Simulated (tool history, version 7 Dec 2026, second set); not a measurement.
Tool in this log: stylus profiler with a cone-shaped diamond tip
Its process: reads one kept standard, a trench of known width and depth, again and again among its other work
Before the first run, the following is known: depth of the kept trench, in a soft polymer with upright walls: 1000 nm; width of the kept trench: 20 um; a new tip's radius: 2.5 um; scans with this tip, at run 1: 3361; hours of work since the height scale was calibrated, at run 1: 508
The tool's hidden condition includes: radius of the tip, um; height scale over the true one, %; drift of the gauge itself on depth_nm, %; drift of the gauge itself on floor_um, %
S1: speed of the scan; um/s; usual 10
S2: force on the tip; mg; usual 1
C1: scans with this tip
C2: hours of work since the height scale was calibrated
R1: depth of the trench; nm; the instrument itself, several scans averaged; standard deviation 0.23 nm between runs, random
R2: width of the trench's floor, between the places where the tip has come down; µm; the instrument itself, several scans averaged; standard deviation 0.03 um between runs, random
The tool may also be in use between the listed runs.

run     day  S1    S2    C1   C2       R1     R2
  1       0  10     1  3361  508  1011.17   15.2
  2   1.325  10  0.41  3468  524  1007.44  15.18
  3     2.2  10     1  3538  535  1010.98  15.21
  4     3.2  10     1  3619  547  1011.25  15.17
  5   4.596  10     1  3732  564  1011.48  15.13
  6   5.725  10     1  3823  578  1010.75  15.07
  7   6.658   3     1  3899  589  1011.37  15.14
  8   7.933   4     1  4002  605  1011.32  15.12
  9   9.354  10     1  4116  622  1011.04  15.05
 10  10.296  10  0.66  4193  634  1009.41  15.02
     10.408  -- height scale calibrated on a step standard
 11  11.446  10  0.66  4284   13  1010.34  15.01
 12  12.933  10  1.19  4404   31  1013.03  15.02
 13  13.792  10     1  4473   41  1012.34  15.01
 14  15.229  10     1  4589   59  1012.66  14.94
 15  16.288  10     1  4675   72  1012.19  14.93
 16  17.717  10     1  4791   89  1012.41  14.86
 17  19.454  10     1  4931  110  1012.84  14.88
 18    20.2   6  0.64  4991  120  1010.55  14.91
     20.354  -- height scale calibrated on a step standard, once more
 19  20.942   6  0.64  5049    7  1006.09  14.86
 20  22.271  30   0.8  5157   23  1007.26  14.69
 21  23.562  12  0.44  5261   39  1004.55  14.77
 22  25.133  37  0.59  5388   58  1006.11  14.54
 23    26.4  10   1.4  5490   74  1010.14  14.79
 24  27.704   2     1  5596   90  1008.63  14.81
 25  28.679  37  0.89  5675  102  1007.71  14.59
 26  30.171   8  0.47  5795  120  1005.27  14.63
 27  31.404  25  2.93  5895  135  1016.72  14.69
 28  32.979   2  1.38  6022  154  1010.44  14.73
 29  34.058   3   0.7  6109  167  1007.14  14.74
 30  35.617  38  0.53  6235  186  1006.09   14.3
 31  37.108   7   0.7  6355  205  1007.38  14.57
 32  38.246   3   2.6  6447  219   1016.6  14.64
 33  39.471  10   1.6  6547  234  1012.11  14.58

Take each entry between the runs: how does the hidden state at the last listed run before it differ from the hidden state at the first listed run after it?
From run 10 to run 11: height scale calibrated on a step standard (day 10.408)
  radius of the tip, um: 3.49 -> 3.51; height scale over the true one, %: 0.33 -> 0.401
  difference, measured minus the result without the unlogged condition, R1: +3.31 -> +4.04 nm; R2: -0.89 -> -0.91 µm
From run 18 to run 19: height scale calibrated on a step standard, once more (day 20.354)
  radius of the tip, um: 3.7 -> 3.71; height scale over the true one, %: 0.45 -> -0.018
  difference, measured minus the result without the unlogged condition, R1: +4.52 -> -0.18 nm; R2: -1.06 -> -1.07 µm
